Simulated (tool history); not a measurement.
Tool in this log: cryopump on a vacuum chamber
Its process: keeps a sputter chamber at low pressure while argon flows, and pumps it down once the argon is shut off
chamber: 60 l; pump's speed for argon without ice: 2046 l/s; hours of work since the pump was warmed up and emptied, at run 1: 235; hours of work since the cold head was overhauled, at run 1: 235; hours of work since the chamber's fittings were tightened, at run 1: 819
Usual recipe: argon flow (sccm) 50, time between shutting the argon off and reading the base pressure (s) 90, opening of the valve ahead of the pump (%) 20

| run | day | argon flow (sccm) | time between shutting the argon off and reading the base pressure (s) | opening of the valve ahead of the pump (%) | hours of work since the pump was warmed up and emptied | hours of work since the cold head was overhauled | hours of work since the chamber's fittings were tightened | pressure while argon flows (Pa) | pressure after the wait (uPa) |
|---|---|---|---|---|---|---|---|---|---|
| 1 | 0 | 50 | 90 | 20 | 235 | 235 | 819 | 0.2108 | 1.82 |
| 2 | 0.479 | 50 | 90 | 21 | 242 | 242 | 827 | 0.1991 | 1.83 |
| 3 | 0.925 | 50 | 90 | 21 | 250 | 250 | 834 | 0.1994 | 1.88 |
| 4 | 1.267 | 50 | 22 | 20 | 255 | 255 | 839 | 0.2093 | 3.98 |
| 5 | 1.8 | 50 | 22 | 20 | 264 | 264 | 848 | 0.2089 | 4.21 |
| 6 | 2.279 | 90 | 22 | 20 | 272 | 272 | 856 | 0.3779 | 4.17 |
| 7 | 2.725 | 90 | 22 | 20 | 279 | 279 | 863 | 0.378 | 4.14 |
| 8 | 3.217 | 90 | 22 | 20 | 287 | 287 | 871 | 0.377 | 4.22 |
| 9 | 3.842 | 40 | 90 | 17 | 297 | 297 | 881 | 0.1971 | 1.95 |
| 10 | 4.183 | 65 | 46 | 38 | 302 | 302 | 886 | 0.145 | 2.57 |
| 11 | 4.546 | 27 | 90 | 25 | 308 | 308 | 892 | 0.0913 | 1.95 |
| 12 | 5.217 | 27 | 90 | 25 | 319 | 319 | 903 | 0.0916 | 1.97 |
| 13 | 5.65 | 29 | 138 | 25 | 326 | 326 | 910 | 0.0982 | 1.64 |
| 14 | 6.333 | 29 | 138 | 25 | 337 | 337 | 921 | 0.0979 | 1.68 |
| 15 | 7.042 | 29 | 138 | 25 | 348 | 348 | 933 | 0.098 | 1.71 |

Here are 5 independent what-if runs from the current tool condition. What would each one return?
| A | 7.679 | 47 | 138 | 16 | 359 | 359 | 943 | ? | ? |
| B | 7.679 | 37 | 138 | 59 | 359 | 359 | 943 | ? | ? |
| C | 7.679 | 50 | 35 | 20 | 359 | 359 | 943 | ? | ? |
| D | 7.679 | 53 | 138 | 25 | 359 | 359 | 943 | ? | ? |
| E | 7.679 | 49 | 27 | 33 | 359 | 359 | 943 | ? | ? |

| run | pressure while argon flows (Pa) | pressure after the wait (uPa) |
|---|---|---|
| A | 0.2469 | 1.75 |
| B | 0.0545 | 1.73 |
| C | 0.2099 | 3.19 |
| D | 0.1789 | 1.75 |
| E | 0.1265 | 3.71 |
The same runs, with their run-to-run variation unchanged, on a tool lacking any hidden condition would have given:
| run | pressure while argon flows (Pa) | pressure after the wait (uPa) |
|---|---|---|
| A | 0.2428 | 0.62 |
| B | 0.0513 | 0.62 |
| C | 0.2056 | 2.05 |
| D | 0.1743 | 0.61 |
| E | 0.1223 | 2.57 |

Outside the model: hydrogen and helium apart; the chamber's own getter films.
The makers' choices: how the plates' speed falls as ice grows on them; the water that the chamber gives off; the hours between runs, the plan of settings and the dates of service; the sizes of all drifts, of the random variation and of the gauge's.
